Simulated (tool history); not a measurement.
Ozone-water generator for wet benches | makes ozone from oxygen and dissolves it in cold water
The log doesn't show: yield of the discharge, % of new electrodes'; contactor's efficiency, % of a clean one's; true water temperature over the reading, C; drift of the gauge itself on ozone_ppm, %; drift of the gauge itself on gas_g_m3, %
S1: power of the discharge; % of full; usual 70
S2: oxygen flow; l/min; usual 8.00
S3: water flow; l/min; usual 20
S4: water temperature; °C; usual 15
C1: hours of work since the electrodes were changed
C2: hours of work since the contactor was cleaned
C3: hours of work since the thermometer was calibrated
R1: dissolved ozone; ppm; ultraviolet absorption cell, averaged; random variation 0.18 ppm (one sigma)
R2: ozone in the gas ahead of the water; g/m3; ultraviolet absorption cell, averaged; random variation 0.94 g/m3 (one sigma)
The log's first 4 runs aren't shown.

| run | day | S1 | S2 | S3 | S4 | C1 | C2 | C3 | R1 | R2 |
|---|---|---|---|---|---|---|---|---|---|---|
| 5 | 6.829 | 70 | 8.00 | 20 | 15 | 695 | 4037 | 92 | 24.1 | 160.3 |
| 6 | 7.917 | 70 | 8.00 | 20 | 15 | 711 | 4053 | 109 | 24.1 | 160.2 |
| 7 | 10.062 | 70 | 8.00 | 20 | 15 | 744 | 4086 | 142 | 24.0 | 160.3 |
| 8 | 11.196 | 70 | 8.00 | 20 | 15 | 761 | 4103 | 159 | 24.4 | 160.5 |
| 9 | 13.267 | 70 | 8.00 | 20 | 15 | 793 | 4134 | 190 | 24.2 | 159.3 |
| 10 | 14.688 | 70 | 8.00 | 20 | 15 | 814 | 4156 | 212 | 24.0 | 158.9 |
| 11 | 16.762 | 70 | 8.00 | 12 | 15 | 846 | 4188 | 244 | 32.2 | 160.7 |
| 12 | 18.333 | 70 | 8.00 | 20 | 15 | 870 | 4211 | 267 | 23.9 | 159.5 |
| 13 | 20.162 | 70 | 4.86 | 20 | 15 | 897 | 4239 | 295 | 23.4 | 203.6 |
| 14 | 21.488 | 70 | 4.86 | 20 | 15 | 917 | 4259 | 315 | 23.5 | 202.7 |
| 15 | 23.542 | 70 | 4.86 | 20 | 15 | 949 | 4291 | 347 | 23.7 | 206.4 |
| 16 | 24.888 | 70 | 4.86 | 20 | 15 | 969 | 4311 | 367 | 23.7 | 202.6 |
| 17 | 25.946 | 70 | 4.86 | 20 | 15 | 985 | 4327 | 383 | 23.7 | 203.5 |
| 18 | 27.917 | 45 | 4.98 | 27 | 17 | 1015 | 4357 | 413 | 13.0 | 146.1 |
| 19 | 29.154 | 45 | 10.38 | 22 | 17 | 1034 | 4376 | 432 | 15.2 | 102.3 |
| 20 | 31.458 | 45 | 10.38 | 22 | 17 | 1069 | 4411 | 467 | 15.4 | 100.3 |
| 21 | 33.271 | 45 | 10.38 | 22 | 17 | 1097 | 4438 | 494 | 15.7 | 101.7 |
| 22 | 35.133 | 60 | 5.92 | 13 | 15 | 1125 | 4467 | 523 | 27.9 | 165.7 |

Forecast run 23:
| 23 | 37.196 | 60 | 5.92 | 13 | 15 | 1156 | 4498 | 554 | ? | ? |

{"run 23": {"R1": 28.6, "R2": 163.4}}
Without the tool's hidden state the same run would have given R1 28.6 ppm, R2 163.5 g/m3.
